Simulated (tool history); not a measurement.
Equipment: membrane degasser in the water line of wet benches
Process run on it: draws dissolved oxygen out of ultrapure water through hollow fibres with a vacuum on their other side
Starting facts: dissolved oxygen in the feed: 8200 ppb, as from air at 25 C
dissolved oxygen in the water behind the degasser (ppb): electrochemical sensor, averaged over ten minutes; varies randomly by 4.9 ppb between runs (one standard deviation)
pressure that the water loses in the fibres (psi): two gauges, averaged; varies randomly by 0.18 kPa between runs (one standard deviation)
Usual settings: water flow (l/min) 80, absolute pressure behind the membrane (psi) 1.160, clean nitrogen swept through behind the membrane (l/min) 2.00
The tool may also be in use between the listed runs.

run    hour  water flow (l/min)  absolute pressure behind the membrane (psi)  clean nitrogen swept through behind the membrane (l/min)  dissolved oxygen in the water behind the degasser (ppb)  pressure that the water loses in the fibres (psi)
  1     0.0                  80                                        1.160                                                      2.00                                                    500.1                                              4.680
  2   116.0                  80                                        1.160                                                      2.00                                                    501.0                                              4.686
  3   184.6                  80                                        1.160                                                      2.00                                                    498.4                                              4.651
  4   245.2                  80                                        1.160                                                      2.00                                                    493.2                                              4.640
  5   331.9                  80                                        1.160                                                      2.00                                                    501.1                                              4.663
  6   451.3                  80                                        1.160                                                      2.00                                                    506.1                                              4.651
  7   518.7                  80                                        1.160                                                      1.84                                                    520.8                                              4.666
  8   574.6                  80                                        1.160                                                      1.84                                                    515.5                                              4.696
  9   676.1                  80                                        1.160                                                      2.00                                                    502.1                                              4.670
 10   782.0                  80                                        1.160                                                      1.12                                                    694.6                                              4.667
 11   873.5                  80                                        1.160                                                      1.12                                                    693.3                                              4.641
 12   949.3                  80                                        1.160                                                      3.67                                                    361.8                                              4.679
 13  1052.7                 101                                        1.160                                                      3.67                                                    470.3                                              5.897
 14  1105.7                  88                                        1.160                                                      2.00                                                    553.7                                              5.153
 15  1192.7                  88                                        1.160                                                      2.00                                                    557.2                                              5.189
 16  1242.4                  88                                        1.160                                                      2.00                                                    540.7                                              5.120
 17  1343.1                  88                                        1.160                                                      2.00                                                    542.7                                              5.195
 18  1401.6                  83                                        0.730                                                      1.60                                                    329.6                                              4.879
 19  1461.6                  80                                        2.509                                                      0.97                                                   1723.3                                              4.705
 20  1556.0                  56                                        1.369                                                      3.36                                                    299.4                                              3.271
 21  1672.9                 102                                        1.159                                                      1.07                                                    889.6                                              6.002
 22  1778.1                 102                                        1.159                                                      1.07                                                    862.8                                              5.948
     1784.4  -- vacuum gauge calibrated
 23  1869.6                 102                                        1.159                                                      1.07                                                    871.6                                              6.007

Predict the results of run 24:
 24  1926.9                  80                                        2.882                                                      1.15                                                        ?                                                  ?

Run 24 came out at dissolved oxygen in the water behind the degasser (ppb) 1829.5, pressure that the water loses in the fibres (psi) 4.708.
If the tool had no hidden condition, the same run with the same run-to-run variation would have returned dissolved oxygen in the water behind the degasser (ppb) 1809.4, pressure that the water loses in the fibres (psi) 4.579.
